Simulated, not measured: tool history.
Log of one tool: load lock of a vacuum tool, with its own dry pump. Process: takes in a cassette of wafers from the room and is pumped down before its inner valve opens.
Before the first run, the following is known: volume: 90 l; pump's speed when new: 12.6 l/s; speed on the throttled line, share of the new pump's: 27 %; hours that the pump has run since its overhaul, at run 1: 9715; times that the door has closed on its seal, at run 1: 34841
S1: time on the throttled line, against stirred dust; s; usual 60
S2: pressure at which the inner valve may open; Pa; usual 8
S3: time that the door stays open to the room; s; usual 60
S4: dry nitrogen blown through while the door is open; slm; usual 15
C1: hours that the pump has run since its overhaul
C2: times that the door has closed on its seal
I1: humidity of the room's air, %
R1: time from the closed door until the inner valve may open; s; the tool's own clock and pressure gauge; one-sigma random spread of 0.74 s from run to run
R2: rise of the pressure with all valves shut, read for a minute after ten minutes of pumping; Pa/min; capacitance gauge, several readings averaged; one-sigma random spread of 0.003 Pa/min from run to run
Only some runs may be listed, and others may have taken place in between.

| run | day | S1 | S2 | S3 | S4 | C1 | C2 | I1 | R1 | R2 |
|---|---|---|---|---|---|---|---|---|---|---|
| 1 | 0 | 60 | 8 | 60 | 15 | 9715 | 34841 | 46.3 | 114.8 | 0.374 |
| 2 | 11.85 | 60 | 8 | 60 | 15 | 10000 | 35861 | 46.2 | 115.8 | 0.394 |
| 3 | 22.404 | 60 | 8 | 60 | 15 | 10253 | 36770 | 43.3 | 115.1 | 0.397 |
| 4 | 30.438 | 60 | 8 | 60 | 11 | 10446 | 37461 | 44.1 | 115.7 | 0.413 |
| 5 | 40.879 | 60 | 8 | 60 | 15 | 10697 | 38360 | 46.3 | 115.6 | 0.426 |
| 6 | 51.55 | 60 | 8 | 60 | 27 | 10953 | 39278 | 43.2 | 114.2 | 0.44 |
| 7 | 63.675 | 60 | 8 | 42 | 27 | 11244 | 40322 | 47.2 | 115.8 | 0.45 |
| 8 | 74.883 | 60 | 8 | 42 | 27 | 11513 | 41286 | 46.1 | 116.7 | 0.478 |
| 9 | 83.108 | 60 | 8 | 42 | 27 | 11710 | 41994 | 43.4 | 115.6 | 0.489 |
| 10 | 88.592 | 60 | 8 | 28 | 27 | 11842 | 42466 | 43.5 | 115.5 | 0.486 |
| 11 | 94.654 | 68 | 8 | 60 | 12 | 11987 | 42988 | 45.3 | 120.9 | 0.513 |
| 12 | 106.108 | 40 | 11 | 60 | 45 | 12262 | 43974 | 44.3 | 98.5 | 0.529 |
| 13 | 112.154 | 61 | 11 | 60 | 5 | 12407 | 44494 | 44 | 113.4 | 0.559 |
| 14 | 121.171 | 61 | 11 | 60 | 5 | 12624 | 45270 | 44.6 | 113.8 | 0.572 |
| 15 | 131.358 | 42 | 6 | 60 | 15 | 12868 | 46147 | 44.2 | 105.4 | 0.567 |
|  | 136.279 | door's seal changed, seat wiped |
| 16 | 137.733 | 42 | 6 | 60 | 15 | 13020 | 125 | 46.4 | 106.1 | 0.03 |
| 17 | 149.133 | 98 | 6 | 60 | 4 | 13293 | 1106 | 47.5 | 145.4 | 0.057 |
| 18 | 155.738 | 98 | 6 | 60 | 4 | 13452 | 1675 | 44.8 | 144.8 | 0.055 |
| 19 | 165.5 | 90 | 7 | 105 | 17 | 13686 | 2515 | 47.6 | 137.6 | 0.05 |

Predict each of these 4 candidate next runs independently; none follows another, all start after run 19:
| A | 174.721 | 90 | 7 | 214 | 17 | 13907 | 3309 | 48.3 | ? | ? |
| B | 174.721 | 69 | 8 | 58 | 15 | 13907 | 3309 | 47.3 | ? | ? |
| C | 174.721 | 51 | 7 | 70 | 15 | 13907 | 3309 | 43.7 | ? | ? |
| D | 174.721 | 60 | 8 | 63 | 15 | 13907 | 3309 | 42.5 | ? | ? |

| run | R1 | R2 |
|---|---|---|
| A | 136.8 | 0.059 |
| B | 123.2 | 0.042 |
| C | 110.8 | 0.044 |
| D | 116.7 | 0.045 |
With no hidden state in the tool, these same runs would have given:
| run | R1 | R2 |
|---|---|---|
| A | 133.4 | 0.045 |
| B | 119.6 | 0.028 |
| C | 106.8 | 0.03 |
| D | 112.9 | 0.031 |

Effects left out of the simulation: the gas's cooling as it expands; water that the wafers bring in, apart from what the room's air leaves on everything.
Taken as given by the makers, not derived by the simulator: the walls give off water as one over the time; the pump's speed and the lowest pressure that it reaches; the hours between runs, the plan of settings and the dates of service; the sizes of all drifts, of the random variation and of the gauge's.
